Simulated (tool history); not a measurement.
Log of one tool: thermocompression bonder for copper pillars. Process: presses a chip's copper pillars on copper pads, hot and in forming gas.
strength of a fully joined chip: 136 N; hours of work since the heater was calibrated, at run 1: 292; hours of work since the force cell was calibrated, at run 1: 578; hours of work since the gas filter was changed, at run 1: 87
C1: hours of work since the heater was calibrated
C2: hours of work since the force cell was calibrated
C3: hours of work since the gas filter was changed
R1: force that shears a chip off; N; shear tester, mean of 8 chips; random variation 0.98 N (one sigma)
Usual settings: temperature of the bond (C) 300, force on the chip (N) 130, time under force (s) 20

run 1 hour=0.0 | temperature_of_the_bond_(C)=300 force_on_the_chip_(N)=130 time_under_force_(s)=20 | C1=292 C2=578 C3=87 | R1=82.8
run 2 hour=15.6 | temperature_of_the_bond_(C)=300 force_on_the_chip_(N)=130 time_under_force_(s)=20 | C1=301 C2=586 C3=95 | R1=82.5
run 3 hour=32.2 | temperature_of_the_bond_(C)=300 force_on_the_chip_(N)=91 time_under_force_(s)=20 | C1=309 C2=594 C3=104 | R1=66.3
run 4 hour=46.8 | temperature_of_the_bond_(C)=300 force_on_the_chip_(N)=91 time_under_force_(s)=20 | C1=317 C2=602 C3=112 | R1=65.9
run 5 hour=61.7 | temperature_of_the_bond_(C)=300 force_on_the_chip_(N)=91 time_under_force_(s)=20 | C1=325 C2=610 C3=120 | R1=67.0
run 6 hour=78.9 | temperature_of_the_bond_(C)=300 force_on_the_chip_(N)=130 time_under_force_(s)=20 | C1=334 C2=619 C3=128 | R1=83.4
run 7 hour=97.6 | temperature_of_the_bond_(C)=300 force_on_the_chip_(N)=130 time_under_force_(s)=20 | C1=343 C2=628 C3=138 | R1=82.4
run 8 hour=114.2 | temperature_of_the_bond_(C)=300 force_on_the_chip_(N)=130 time_under_force_(s)=20 | C1=352 C2=637 C3=147 | R1=81.4
run 9 hour=130.5 | temperature_of_the_bond_(C)=300 force_on_the_chip_(N)=130 time_under_force_(s)=20 | C1=361 C2=646 C3=155 | R1=81.5
run 10 hour=139.3 | temperature_of_the_bond_(C)=300 force_on_the_chip_(N)=130 time_under_force_(s)=20 | C1=365 C2=650 C3=160 | R1=82.5
run 11 hour=158.6 | temperature_of_the_bond_(C)=300 force_on_the_chip_(N)=130 time_under_force_(s)=20 | C1=375 C2=660 C3=170 | R1=82.9
run 12 hour=168.7 | temperature_of_the_bond_(C)=300 force_on_the_chip_(N)=130 time_under_force_(s)=20 | C1=380 C2=666 C3=175 | R1=79.9
run 13 hour=187.5 | temperature_of_the_bond_(C)=318 force_on_the_chip_(N)=130 time_under_force_(s)=20 | C1=390 C2=675 C3=185 | R1=92.8
run 14 hour=197.5 | temperature_of_the_bond_(C)=310 force_on_the_chip_(N)=80 time_under_force_(s)=20 | C1=395 C2=681 C3=190 | R1=66.5
run 15 hour=210.9 | temperature_of_the_bond_(C)=310 force_on_the_chip_(N)=80 time_under_force_(s)=20 | C1=402 C2=687 C3=197 | R1=64.1
run 16 hour=222.0 | temperature_of_the_bond_(C)=306 force_on_the_chip_(N)=110 time_under_force_(s)=29 | C1=408 C2=693 C3=203 | R1=85.2
run 17 hour=240.8 | temperature_of_the_bond_(C)=303 force_on_the_chip_(N)=86 time_under_force_(s)=40 | C1=418 C2=703 C3=213 | R1=78.6
-- hour=249.4 forming gas filter changed
run 18 hour=252.3 | temperature_of_the_bond_(C)=303 force_on_the_chip_(N)=86 time_under_force_(s)=19 | C1=424 C2=709 C3=2 | R1=64.8
run 19 hour=271.5 | temperature_of_the_bond_(C)=287 force_on_the_chip_(N)=81 time_under_force_(s)=54 | C1=434 C2=719 C3=12 | R1=78.0
run 20 hour=287.2 | temperature_of_the_bond_(C)=318 force_on_the_chip_(N)=130 time_under_force_(s)=20 | C1=442 C2=727 C3=20 | R1=95.5
run 21 hour=302.6 | temperature_of_the_bond_(C)=318 force_on_the_chip_(N)=130 time_under_force_(s)=20 | C1=450 C2=735 C3=28 | R1=95.4
run 22 hour=315.2 | temperature_of_the_bond_(C)=300 force_on_the_chip_(N)=148 time_under_force_(s)=48 | C1=457 C2=742 C3=34 | R1=110.6
run 23 hour=328.4 | temperature_of_the_bond_(C)=315 force_on_the_chip_(N)=101 time_under_force_(s)=36 | C1=463 C2=749 C3=41 | R1=97.7
run 24 hour=345.4 | temperature_of_the_bond_(C)=315 force_on_the_chip_(N)=101 time_under_force_(s)=36 | C1=472 C2=757 C3=50 | R1=97.5

Measured less the same run without the tool's hidden state. The same run-to-run variation is in both; the gauge's scatter may not be:
The hidden state here: true temperature of the bond over the reading, C; force that reaches the chip, % of what is set; oxide that the forming gas leaves, % of the face; drift of the gauge itself on shear_n, %.
run=1 R1=-1.2
run=2 R1=-1.4
run=3 R1=-1.3
run=4 R1=-1.3
run=5 R1=-1.5
run=6 R1=-2.0
run=7 R1=-2.2
run=8 R1=-2.4
run=9 R1=-2.4
run=10 R1=-2.6
run=11 R1=-2.8
run=12 R1=-2.8
run=13 R1=-3.4
run=14 R1=-2.6
run=15 R1=-2.6
run=16 R1=-3.6
run=17 R1=-3.5
run=18 R1=-0.5
run=19 R1=-0.8
run=20 R1=-0.8
run=21 R1=-0.9
run=22 R1=-1.2
run=23 R1=-1.3
run=24 R1=-1.5
